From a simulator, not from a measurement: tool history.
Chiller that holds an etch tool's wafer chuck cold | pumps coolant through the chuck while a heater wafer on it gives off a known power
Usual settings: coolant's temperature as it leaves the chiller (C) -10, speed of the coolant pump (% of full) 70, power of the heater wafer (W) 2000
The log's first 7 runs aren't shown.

run,hour,coolant's temperature as it leaves the chiller (C),speed of the coolant pump (% of full),power of the heater wafer (W),hours since the coolant was changed and the channels were flushed,hours since the pump was overhauled,hours since the chiller's thermometer was calibrated,chuck's temperature once it has settled (C),how much warmer the coolant comes back (C)
8,495.7,-2,70,2000,3405,2979,3058,16.7,8.73
9,554.9,-14,70,2000,3464,3038,3117,4.8,8.68
10,630.1,-10,75,2000,3539,3113,3192,7.8,8.2
11,685.7,-10,75,2000,3595,3169,3248,7.9,8.21
# hour 737: gauge calibrated
12,764,-10,75,2000,3673,3247,3326,7.8,7.84
13,810.4,-5,70,2000,3719,3294,3373,13.7,8.44
14,883.2,-5,70,2544,3792,3366,3445,19,10.72
15,965.4,-5,70,2544,3874,3449,3528,19,10.79
16,1008.3,-5,70,2544,3917,3491,3570,18.8,10.86
17,1071.7,-5,70,2544,3981,3555,3634,18.8,10.97
18,1131.5,-5,70,2544,4040,3615,3694,18.9,10.88
19,1169.7,-5,70,2544,4079,3653,3732,19,11
20,1255.8,-5,70,1422,4165,3739,3818,8.4,6.27
21,1306.5,-5,70,1422,4215,3790,3869,8.3,6.28
22,1392.2,-5,70,1422,4301,3875,3954,8.4,6.32
23,1438.1,-5,70,1422,4347,3921,4000,8.2,6.35
# hour 1503.7: coolant changed, channels flushed
24,1508.7,-5,70,1422,5,3986,4065,8.5,6.47
25,1583.3,-14,70,2000,80,4060,4139,4.8,8.84
26,1650.7,-14,70,2000,147,4128,4207,4.8,9.04
27,1713.6,-9,87,1958,210,4191,4270,6.7,7.11
28,1774,-9,87,1958,270,4251,4330,6.7,7.08
29,1833.5,-9,89,1593,330,4311,4390,3.3,5.82
30,1897.8,-13,76,1162,394,4375,4454,-2.8,5.1
31,1951.9,-18,76,1835,448,4429,4508,-1.8,7.77

5 ways to go on from here, each from the tool as it stands after run 31. What would each give?
A,2036.8,-14,93,1020,533,4514,4593,?,?
B,2036.8,-5,73,1718,533,4514,4593,?,?
C,2036.8,-1,78,1485,533,4514,4593,?,?
D,2036.8,-10,64,2001,533,4514,4593,?,?
E,2036.8,-18,96,1402,533,4514,4593,?,?

run,chuck's temperature once it has settled (C),how much warmer the coolant comes back (C)
A,-6.6,3.92
B,10.6,7.64
C,11.9,6.23
D,10.1,9.9
E,-7.6,4.93
Without the tool's hidden state the same runs would have given:
run,chuck's temperature once it has settled (C),how much warmer the coolant comes back (C)
A,-6.6,3.25
B,10.6,6.97
C,11.9,5.56
D,10.1,9.22
E,-7.6,4.25

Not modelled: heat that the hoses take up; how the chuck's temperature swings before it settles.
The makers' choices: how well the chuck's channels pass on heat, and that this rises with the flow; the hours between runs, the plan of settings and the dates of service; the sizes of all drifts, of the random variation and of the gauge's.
